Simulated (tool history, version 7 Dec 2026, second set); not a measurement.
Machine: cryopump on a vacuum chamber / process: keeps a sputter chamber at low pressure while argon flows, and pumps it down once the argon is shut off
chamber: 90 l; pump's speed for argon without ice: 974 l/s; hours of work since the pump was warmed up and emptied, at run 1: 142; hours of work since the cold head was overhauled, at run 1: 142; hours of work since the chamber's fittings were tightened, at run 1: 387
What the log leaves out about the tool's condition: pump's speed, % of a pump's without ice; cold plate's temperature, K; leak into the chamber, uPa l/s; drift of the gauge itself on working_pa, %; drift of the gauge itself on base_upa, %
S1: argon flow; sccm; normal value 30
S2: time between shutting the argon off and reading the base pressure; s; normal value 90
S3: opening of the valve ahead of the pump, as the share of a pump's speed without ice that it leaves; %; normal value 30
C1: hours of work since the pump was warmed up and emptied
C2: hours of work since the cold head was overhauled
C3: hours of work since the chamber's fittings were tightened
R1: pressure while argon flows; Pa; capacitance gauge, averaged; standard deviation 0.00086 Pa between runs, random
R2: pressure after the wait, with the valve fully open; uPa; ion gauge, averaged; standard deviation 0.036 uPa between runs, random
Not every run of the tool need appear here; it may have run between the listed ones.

Run 1, hour 0: usual settings; C1 142; C2 142; C3 387. Result: R1 0.182 Pa, R2 2.48 uPa.
Run 2, hour 46.6: usual settings; C1 168; C2 168; C3 413. Result: R1 0.1836 Pa, R2 2.55 uPa.
Run 3, hour 67.9: usual settings but S2 33 s; C1 180; C2 180; C3 425. Result: R1 0.1836 Pa, R2 5.56 uPa.
Run 4, hour 96.8: usual settings; C1 197; C2 197; C3 441. Result: R1 0.1858 Pa, R2 2.63 uPa.
Run 5, hour 127: usual settings; C1 214; C2 214; C3 458. Result: R1 0.1864 Pa, R2 2.64 uPa.
Run 6, hour 163.5: usual settings; C1 234; C2 234; C3 479. Result: R1 0.1868 Pa, R2 2.64 uPa.
Run 7, hour 193.7: usual settings but S1 22 sccm; C1 251; C2 251; C3 496. Result: R1 0.1386 Pa, R2 2.59 uPa.
Run 8, hour 240.4: usual settings but S1 22 sccm; C1 277; C2 277; C3 522. Result: R1 0.1387 Pa, R2 2.82 uPa.
Run 9, hour 263.7: usual settings but S1 51 sccm, S2 117 s; C1 290; C2 290; C3 535. Result: R1 0.3216 Pa, R2 2.43 uPa.
Run 10, hour 282.6: usual settings but S1 16 sccm, S2 117 s, S3 22 %; C1 301; C2 301; C3 546. Result: R1 0.1364 Pa, R2 2.38 uPa.
Run 11, hour 302.5: usual settings but S1 27 sccm, S2 258 s; C1 312; C2 312; C3 557. Result: R1 0.1729 Pa, R2 1.69 uPa.
Run 12, hour 342: usual settings but S1 27 sccm, S2 258 s; C1 334; C2 334; C3 579. Result: R1 0.1724 Pa, R2 1.75 uPa.
Run 13, hour 383.7: usual settings but S1 27 sccm, S2 258 s; C1 358; C2 358; C3 602. Result: R1 0.1756 Pa, R2 1.77 uPa.
Run 14, hour 414.5: usual settings but S1 27 sccm, S2 32 s; C1 375; C2 375; C3 620. Result: R1 0.1759 Pa, R2 6.13 uPa.

What does the tool deliver on the next run?
Run 15, hour 445.1: usual settings but S1 32 sccm, S2 32 s; C1 392; C2 392; C3 637. Result: R1 ?, R2 ?.

{"run 15": {"R1": 0.2121, "R2": 6.28}}
Were there no unlogged condition in the tool, this run, its random variation unchanged, would have produced R1 0.1867 Pa, R2 5.27 uPa.
